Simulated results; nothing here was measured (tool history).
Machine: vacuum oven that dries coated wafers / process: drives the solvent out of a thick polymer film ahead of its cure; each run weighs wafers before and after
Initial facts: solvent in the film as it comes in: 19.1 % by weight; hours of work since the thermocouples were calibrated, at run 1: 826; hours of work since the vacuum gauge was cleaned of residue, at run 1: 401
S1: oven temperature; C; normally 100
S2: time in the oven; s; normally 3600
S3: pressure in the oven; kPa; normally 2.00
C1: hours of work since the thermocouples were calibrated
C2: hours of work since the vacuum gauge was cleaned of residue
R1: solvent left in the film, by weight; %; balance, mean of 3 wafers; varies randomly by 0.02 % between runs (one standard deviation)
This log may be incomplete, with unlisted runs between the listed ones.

run	hour	S1	S2	S3	C1	C2	R1
1	0.0	100	3600	2.00	826	401	2.36
2	72.9	100	3600	2.00	875	451	2.35
3	110.7	100	3600	2.00	901	476	2.29
4	171.8	92	3600	2.00	942	518	4.07
5	203.5	92	3600	2.00	964	539	4.03
6	275.9	100	3600	2.00	1013	588	2.28
7	339.8	100	3600	2.00	1057	632	2.31
8	400.4	100	3600	2.00	1098	673	2.31
9	475.9	100	5280	2.00	1149	724	1.57
10	526.0	100	3600	2.28	1183	758	2.43
11	572.6	91	3600	2.28	1215	790	4.37
12	643.5	110	3600	2.00	1263	838	1.13
13	684.5	100	3600	2.00	1291	866	2.24
14	751.9	100	3600	2.00	1336	912	2.25
15	791.6	100	3600	2.00	1363	939	2.23
16	863.6	100	3600	2.00	1412	988	2.24
17	901.4	100	3600	2.00	1438	1013	2.22
18	976.8	100	3600	2.00	1489	1065	2.23
19	1021.3	100	3600	2.00	1520	1095	2.19
20	1069.0	100	3600	1.61	1552	1127	1.99
21	1131.7	93	3120	4.58	1594	1170	5.86
22	1174.0	100	3600	5.09	1623	1199	3.93
# hour 1217.8: oven's thermocouples calibrated
23	1217.8	100	2940	1.83	0	1227	3.26
24	1249.2	100	2940	1.83	21	1248	3.26
25	1315.1	100	2940	1.83	66	1293	3.23
26	1379.3	115	4920	1.55	110	1337	0.70
27	1426.2	88	1920	2.00	142	1369	8.74
28	1461.4	94	5280	2.00	165	1392	2.71
29	1522.2	100	5280	3.78	207	1434	2.92
30	1564.2	87	3900	2.00	235	1462	5.52
31	1624.4	87	3900	2.00	276	1503	5.54
32	1662.3	88	3900	2.00	302	1529	5.24
33	1720.5	88	3900	2.00	342	1568	5.28
34	1787.7	100	3000	2.00	387	1614	3.14
35	1855.5	94	2160	1.12	433	1660	5.69
36	1887.0	94	2160	1.12	455	1682	5.71
37	1941.2	94	2160	4.67	491	1718	7.72
38	1979.6	99	2160	5.28	518	1744	6.47

Predict each of these 4 candidate next runs independently; none follows another, all start after run 38:
A	2021.3	99	2100	5.28	546	1773	?
B	2021.3	96	2160	5.28	546	1773	?
C	2021.3	101	2640	4.38	546	1773	?
D	2021.3	93	3600	7.46	546	1773	?

run	R1
A	6.63
B	7.43
C	4.60
D	7.97
With no hidden state in the tool, these same runs would have given:
run	R1
A	6.72
B	7.53
C	4.64
D	8.04
